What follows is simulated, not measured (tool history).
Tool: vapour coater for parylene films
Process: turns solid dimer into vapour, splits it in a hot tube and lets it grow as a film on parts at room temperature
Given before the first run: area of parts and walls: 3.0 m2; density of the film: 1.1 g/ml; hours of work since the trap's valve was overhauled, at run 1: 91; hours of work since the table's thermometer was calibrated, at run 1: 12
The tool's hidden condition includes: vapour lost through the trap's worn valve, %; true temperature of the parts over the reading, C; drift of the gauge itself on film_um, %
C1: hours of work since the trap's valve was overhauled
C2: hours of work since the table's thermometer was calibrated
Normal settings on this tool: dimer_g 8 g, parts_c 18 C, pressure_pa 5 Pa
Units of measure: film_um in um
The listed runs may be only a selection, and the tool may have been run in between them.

run 1 hour=0 | dimer_g=8 parts_c=18 pressure_pa=5 | C1=91 C2=12 | film_um=1.88
run 2 hour=20.7 | dimer_g=8 parts_c=18 pressure_pa=5 | C1=108 C2=29 | film_um=1.87
run 3 hour=42.8 | dimer_g=8 parts_c=18 pressure_pa=5 | C1=126 C2=47 | film_um=1.86
run 4 hour=70.1 | dimer_g=8 parts_c=22 pressure_pa=5 | C1=148 C2=69 | film_um=1.58
run 5 hour=81.8 | dimer_g=8 parts_c=22 pressure_pa=5 | C1=157 C2=78 | film_um=1.57
run 6 hour=104.5 | dimer_g=8 parts_c=19 pressure_pa=5 | C1=175 C2=97 | film_um=1.79
run 7 hour=130.5 | dimer_g=8 parts_c=18 pressure_pa=5 | C1=196 C2=118 | film_um=1.82
run 8 hour=148.2 | dimer_g=8 parts_c=18 pressure_pa=9.72 | C1=211 C2=132 | film_um=1.68
run 9 hour=172 | dimer_g=8 parts_c=18 pressure_pa=9.72 | C1=230 C2=151 | film_um=1.7
run 10 hour=183.7 | dimer_g=8 parts_c=18 pressure_pa=9.72 | C1=239 C2=161 | film_um=1.65
run 11 hour=201.5 | dimer_g=8 parts_c=18 pressure_pa=9.72 | C1=254 C2=175 | film_um=1.68
run 12 hour=216.9 | dimer_g=6 parts_c=17 pressure_pa=2.71 | C1=266 C2=187 | film_um=1.51
-- hour=222.1 trap's valve overhauled
run 13 hour=247.6 | dimer_g=6 parts_c=17 pressure_pa=2.71 | C1=21 C2=209 | film_um=1.46
run 14 hour=263.7 | dimer_g=11 parts_c=17 pressure_pa=2.71 | C1=34 C2=222 | film_um=2.68
run 15 hour=280.5 | dimer_g=11 parts_c=17 pressure_pa=2.71 | C1=47 C2=236 | film_um=2.7
run 16 hour=302.9 | dimer_g=5 parts_c=18 pressure_pa=5 | C1=65 C2=254 | film_um=1.11
run 17 hour=319.3 | dimer_g=5 parts_c=18 pressure_pa=5 | C1=79 C2=267 | film_um=1.1
run 18 hour=335.9 | dimer_g=5 parts_c=20 pressure_pa=4.4 | C1=92 C2=280 | film_um=1
-- hour=351.9 trap's valve overhauled, once more
run 19 hour=352.4 | dimer_g=5 parts_c=20 pressure_pa=4.4 | C1=0 C2=290 | film_um=1.11
run 20 hour=376.2 | dimer_g=8 parts_c=17 pressure_pa=2.6 | C1=20 C2=310 | film_um=2.12

What differs in the tool's unlogged condition from the final listed run ahead of each entry between runs to the first listed run following it?
In the gap between runs 12 and 13: trap's valve overhauled (hour 222.1)
  vapour lost through the trap's worn valve, %: 5.9 -> 8.2; true temperature of the parts over the reading, C: 0.1 -> 0.12
  measured result minus the result with no hidden state, film_um: -0.1 -> -0.14 um
In the gap between runs 18 and 19: trap's valve overhauled, once more (hour 351.9)
  vapour lost through the trap's worn valve, %: 9.6 -> 0; true temperature of the parts over the reading, C: 0.19 -> 0.21
  measured result minus the result with no hidden state, film_um: -0.12 -> -0.01 um
